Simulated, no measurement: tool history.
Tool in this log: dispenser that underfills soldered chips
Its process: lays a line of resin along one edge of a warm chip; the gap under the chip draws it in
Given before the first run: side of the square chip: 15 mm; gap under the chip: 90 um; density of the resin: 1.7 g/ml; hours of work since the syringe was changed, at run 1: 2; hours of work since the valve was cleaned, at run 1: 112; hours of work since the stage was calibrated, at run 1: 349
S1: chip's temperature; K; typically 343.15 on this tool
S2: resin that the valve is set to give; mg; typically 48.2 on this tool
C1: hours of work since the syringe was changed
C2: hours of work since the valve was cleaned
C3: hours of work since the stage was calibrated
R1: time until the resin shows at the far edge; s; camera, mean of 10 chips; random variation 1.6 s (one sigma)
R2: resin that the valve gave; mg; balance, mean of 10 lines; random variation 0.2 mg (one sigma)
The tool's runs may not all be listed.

{"run": 1, "hour": 0.0, "S1": 343.15, "S2": 48.2, "C1": 2, "C2": 112, "C3": 349, "R1": 182, "R2": 43.66}
{"run": 2, "hour": 7.7, "S1": 343.15, "S2": 48.2, "C1": 7, "C2": 117, "C3": 354, "R1": 213.6, "R2": 43.12}
{"hour": 8.7, "done": "new syringe of resin"}
{"hour": 12.4, "done": "dispensing valve cleaned and set on the balance"}
{"run": 3, "hour": 15.1, "S1": 343.15, "S2": 48.2, "C1": 4, "C2": 2, "C3": 358, "R1": 184.2, "R2": 48.41}
{"hour": 21.2, "done": "new syringe of resin"}
{"run": 4, "hour": 29.8, "S1": 343.15, "S2": 48.2, "C1": 6, "C2": 12, "C3": 368, "R1": 206.6, "R2": 47.37}
{"hour": 32.6, "done": "new syringe of resin"}
{"run": 5, "hour": 40.7, "S1": 343.15, "S2": 59.4, "C1": 6, "C2": 19, "C3": 375, "R1": 195.5, "R2": 57.75}
{"hour": 44.8, "done": "new syringe of resin"}
{"run": 6, "hour": 52.5, "S1": 343.15, "S2": 59.4, "C1": 5, "C2": 27, "C3": 383, "R1": 195.3, "R2": 58.12}
{"hour": 56.6, "done": "new syringe of resin"}
{"run": 7, "hour": 64.8, "S1": 354.15, "S2": 58.1, "C1": 6, "C2": 35, "C3": 391, "R1": 132, "R2": 56.16}
{"hour": 68.4, "done": "new syringe of resin"}
{"run": 8, "hour": 72.0, "S1": 347.15, "S2": 48.2, "C1": 2, "C2": 40, "C3": 396, "R1": 154.6, "R2": 46.49}
{"hour": 79.5, "done": "new syringe of resin"}
{"run": 9, "hour": 84.7, "S1": 336.15, "S2": 53.2, "C1": 4, "C2": 48, "C3": 405, "R1": 245.9, "R2": 50.76}
{"hour": 91.2, "done": "new syringe of resin"}
{"run": 10, "hour": 95.5, "S1": 339.15, "S2": 48.2, "C1": 3, "C2": 55, "C3": 412, "R1": 214, "R2": 46.1}
{"hour": 102.9, "done": "new syringe of resin"}
{"run": 11, "hour": 106.8, "S1": 339.15, "S2": 48.2, "C1": 3, "C2": 63, "C3": 419, "R1": 216.1, "R2": 45.46}

Each row is a separate what-if for the run after 11, all from the same tool condition, not one after another. Results?
{"hour": 114.6, "done": "new syringe of resin"}
{"run": "A", "hour": 117.6, "S1": 336.15, "S2": 56.1, "C1": 2, "C2": 70, "C3": 426, "R1": "?", "R2": "?"}
{"hour": 114.6, "done": "new syringe of resin"}
{"run": "B", "hour": 117.6, "S1": 356.15, "S2": 48.2, "C1": 2, "C2": 70, "C3": 426, "R1": "?", "R2": "?"}
{"hour": 114.6, "done": "new syringe of resin"}
{"run": "C", "hour": 117.6, "S1": 341.15, "S2": 42, "C1": 2, "C2": 70, "C3": 426, "R1": "?", "R2": "?"}
{"hour": 114.6, "done": "new syringe of resin"}
{"run": "D", "hour": 117.6, "S1": 339.15, "S2": 60.9, "C1": 2, "C2": 70, "C3": 426, "R1": "?", "R2": "?"}

run=A R1=227.9 R2=52.61
run=B R1=117.9 R2=45.13
run=C R1=208.7 R2=39.22
run=D R1=201.7 R2=56.63
With no hidden state in the tool, these same runs would have given:
run=A R1=200.1 R2=56.16
run=B R1=103.4 R2=48.18
run=C R1=180 R2=41.87
run=D R1=177.8 R2=60.45

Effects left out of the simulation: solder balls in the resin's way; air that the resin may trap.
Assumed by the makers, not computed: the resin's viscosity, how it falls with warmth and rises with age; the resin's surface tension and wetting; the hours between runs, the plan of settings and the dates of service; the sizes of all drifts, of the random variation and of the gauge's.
